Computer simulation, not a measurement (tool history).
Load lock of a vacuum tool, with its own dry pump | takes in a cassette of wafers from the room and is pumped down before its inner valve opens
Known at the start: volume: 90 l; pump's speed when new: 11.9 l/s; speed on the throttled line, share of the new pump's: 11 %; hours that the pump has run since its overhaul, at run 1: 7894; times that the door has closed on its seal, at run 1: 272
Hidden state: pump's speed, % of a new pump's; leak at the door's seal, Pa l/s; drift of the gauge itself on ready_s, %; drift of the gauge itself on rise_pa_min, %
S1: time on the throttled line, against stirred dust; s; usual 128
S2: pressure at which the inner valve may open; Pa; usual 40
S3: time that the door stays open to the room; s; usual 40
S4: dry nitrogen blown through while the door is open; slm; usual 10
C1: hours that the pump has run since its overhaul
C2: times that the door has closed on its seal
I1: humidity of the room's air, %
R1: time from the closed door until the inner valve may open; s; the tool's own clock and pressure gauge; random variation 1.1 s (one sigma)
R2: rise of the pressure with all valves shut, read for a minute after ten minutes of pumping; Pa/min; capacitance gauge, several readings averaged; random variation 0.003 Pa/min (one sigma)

run 1 day=0 | S1=128 S2=40 S3=40 S4=10 | C1=7894 C2=272 | I1=43.9 | R1=180.9 R2=0.017
run 2 day=20.433 | S1=128 S2=40 S3=40 S4=10 | C1=8384 C2=1532 | I1=43.3 | R1=182.3 R2=0.025
run 3 day=39.658 | S1=128 S2=40 S3=40 S4=10 | C1=8845 C2=2719 | I1=45 | R1=180.7 R2=0.03
run 4 day=53.292 | S1=128 S2=40 S3=40 S4=31 | C1=9173 C2=3560 | I1=45.7 | R1=180.6 R2=0.026
run 5 day=74.138 | S1=128 S2=40 S3=40 S4=31 | C1=9673 C2=4846 | I1=44.1 | R1=183 R2=0.039
run 6 day=96.938 | S1=128 S2=40 S3=40 S4=31 | C1=10220 C2=6253 | I1=46.2 | R1=181.7 R2=0.045
run 7 day=111.121 | S1=128 S2=40 S3=40 S4=10 | C1=10560 C2=7128 | I1=42.7 | R1=182.8 R2=0.059
run 8 day=132.746 | S1=222 S2=48 S3=40 S4=11 | C1=11079 C2=8462 | I1=44.2 | R1=263.4 R2=0.074
run 9 day=150.529 | S1=128 S2=41 S3=40 S4=8 | C1=11506 C2=9560 | I1=49.7 | R1=184.3 R2=0.076
run 10 day=161.946 | S1=207 S2=74 S3=45 S4=35 | C1=11780 C2=10264 | I1=42.4 | R1=246.6 R2=0.08
run 11 day=175.675 | S1=128 S2=39 S3=203 S4=9 | C1=12110 C2=11111 | I1=45.2 | R1=186.4 R2=0.136
run 12 day=198.788 | S1=69 S2=36 S3=37 S4=12 | C1=12664 C2=12537 | I1=42.3 | R1=135.5 R2=0.104
run 13 day=219.788 | S1=69 S2=36 S3=37 S4=12 | C1=13168 C2=13833 | I1=44.3 | R1=136 R2=0.12

Forecast each of these 5 alternatives for the next run:
run A day=242.562 | S1=75 S2=60 S3=40 S4=10 | C1=13715 C2=15238 | I1=45 | R1=? R2=?
run B day=242.562 | S1=162 S2=40 S3=40 S4=15 | C1=13715 C2=15238 | I1=45.8 | R1=? R2=?
run C day=242.562 | S1=69 S2=39 S3=37 S4=12 | C1=13715 C2=15238 | I1=43.8 | R1=? R2=?
run D day=242.562 | S1=99 S2=36 S3=38 S4=12 | C1=13715 C2=15238 | I1=46.4 | R1=? R2=?
run E day=242.562 | S1=91 S2=32 S3=40 S4=38 | C1=13715 C2=15238 | I1=45.4 | R1=? R2=?

run=A R1=136.7 R2=0.14
run=B R1=215.9 R2=0.133
run=C R1=136.2 R2=0.14
run=D R1=162.8 R2=0.134
run=E R1=157.2 R2=0.127
Without the tool's hidden state the same runs would have given:
run=A R1=123.1 R2=0.02
run=B R1=204.2 R2=0.014
run=C R1=121.5 R2=0.021
run=D R1=149 R2=0.014
run=E R1=142.7 R2=0.008

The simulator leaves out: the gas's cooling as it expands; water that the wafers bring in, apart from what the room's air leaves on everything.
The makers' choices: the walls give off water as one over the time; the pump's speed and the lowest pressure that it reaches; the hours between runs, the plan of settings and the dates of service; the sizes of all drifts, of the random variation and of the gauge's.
